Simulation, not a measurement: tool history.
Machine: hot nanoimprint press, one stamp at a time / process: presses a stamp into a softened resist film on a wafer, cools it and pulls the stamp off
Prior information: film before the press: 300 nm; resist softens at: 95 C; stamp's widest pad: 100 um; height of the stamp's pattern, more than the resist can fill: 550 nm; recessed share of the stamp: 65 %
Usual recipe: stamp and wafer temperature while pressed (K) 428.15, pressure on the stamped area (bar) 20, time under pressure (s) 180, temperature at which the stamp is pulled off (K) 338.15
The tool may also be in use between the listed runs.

run	hour	stamp and wafer temperature while pressed (K)	pressure on the stamped area (bar)	time under pressure (s)	temperature at which the stamp is pulled off (K)	resist left under the stamp's widest pad (Å)	greatest force while the stamp is pulled off (N)
1	0	428.15	20	180	338.15	1381	190
2	18.1	428.15	20	180	338.15	1385	199
3	57.7	428.15	20	180	338.15	1386	202
4	80.2	428.15	20	180	338.15	1393	207
5	110.1	428.15	20	180	338.15	1355	215
# hour 115.6: plate thermocouple calibrated
6	131.6	428.15	20	180	338.15	1368	207
7	156.5	420.15	26.5	108	325.15	1999	252
8	191.8	420.15	15	108	325.15	2311	260
9	220.4	420.15	15	108	325.15	2302	273
10	254.3	436.15	12.1	156	331.15	1266	251
# hour 263.2: stamp cleaned and given a new release coat
# hour 287.2: plate thermocouple calibrated, once more
11	295.9	436.15	20	130	338.15	1151	166

Consider 4 possible next runs. They are alternatives, not a sequence: every one starts from the tool as it was left by run 11. What does each give?
A	322.4	436.15	20	130	339.15	?	?
B	322.4	436.15	13.6	289	336.15	?	?
C	322.4	428.15	20	148	330.15	?	?
D	322.4	438.15	20	180	338.15	?	?

run	resist left under the stamp's widest pad (Å)	greatest force while the stamp is pulled off (N)
A	1159	167
B	984	182
C	1509	184
D	933	168
Take away the tool's hidden state, keep each run's random variation, and the runs would have read:
run	resist left under the stamp's widest pad (Å)	greatest force while the stamp is pulled off (N)
A	1147	161
B	976	175
C	1495	177
D	923	162
